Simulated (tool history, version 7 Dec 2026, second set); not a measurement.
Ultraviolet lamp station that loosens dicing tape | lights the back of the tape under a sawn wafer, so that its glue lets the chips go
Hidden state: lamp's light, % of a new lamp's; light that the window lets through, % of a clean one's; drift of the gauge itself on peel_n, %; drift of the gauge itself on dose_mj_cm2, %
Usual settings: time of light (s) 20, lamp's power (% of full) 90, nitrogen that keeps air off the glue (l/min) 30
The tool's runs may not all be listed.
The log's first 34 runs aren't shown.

| run | hour | time of light (s) | lamp's power (% of full) | nitrogen that keeps air off the glue (l/min) | hours of work of the lamp | hours of work since the window was cleaned | force that peels the tape off (N) | light that reached the tape (J/m2) |
|---|---|---|---|---|---|---|---|---|
|  | 1929.5 | gauge calibrated |
| 35 | 1949.2 | 34 | 93 | 11 | 1083 | 247 | 0.461 | 11540 |
| 36 | 2013.8 | 27 | 61 | 57 | 1112 | 276 | 0.808 | 6020 |
| 37 | 2078.2 | 15 | 90 | 30 | 1141 | 305 | 1.385 | 4990 |
| 38 | 2147.7 | 15 | 90 | 30 | 1173 | 337 | 1.367 | 4930 |
|  | 2159.8 | lamp changed |
| 39 | 2184.1 | 15 | 90 | 30 | 11 | 353 | 1.322 | 4980 |
| 40 | 2236.3 | 29 | 71 | 16 | 35 | 377 | 0.858 | 7570 |
|  | 2280.3 | window cleaned of glue's vapour |
| 41 | 2298.6 | 15 | 93 | 13 | 63 | 8 | 1.798 | 5160 |
| 42 | 2354.7 | 15 | 93 | 13 | 89 | 34 | 1.8 | 5140 |
| 43 | 2394.8 | 20 | 73 | 35 | 107 | 52 | 1.108 | 5450 |
| 44 | 2431.4 | 20 | 73 | 35 | 124 | 69 | 1.118 | 5470 |

Forecast each of these 3 alternatives for the next run:
| A | 2491 | 20 | 90 | 50 | 151 | 96 | ? | ? |
| B | 2491 | 20 | 73 | 17 | 151 | 96 | ? | ? |
| C | 2491 | 27 | 99 | 30 | 151 | 96 | ? | ? |

| run | force that peels the tape off (N) | light that reached the tape (J/m2) |
|---|---|---|
| A | 0.708 | 6760 |
| B | 1.465 | 5350 |
| C | 0.436 | 9900 |
Without the tool's hidden state the same runs would have given:
| run | force that peels the tape off (N) | light that reached the tape (J/m2) |
|---|---|---|
| A | 0.707 | 6710 |
| B | 1.464 | 5310 |
| C | 0.436 | 9820 |
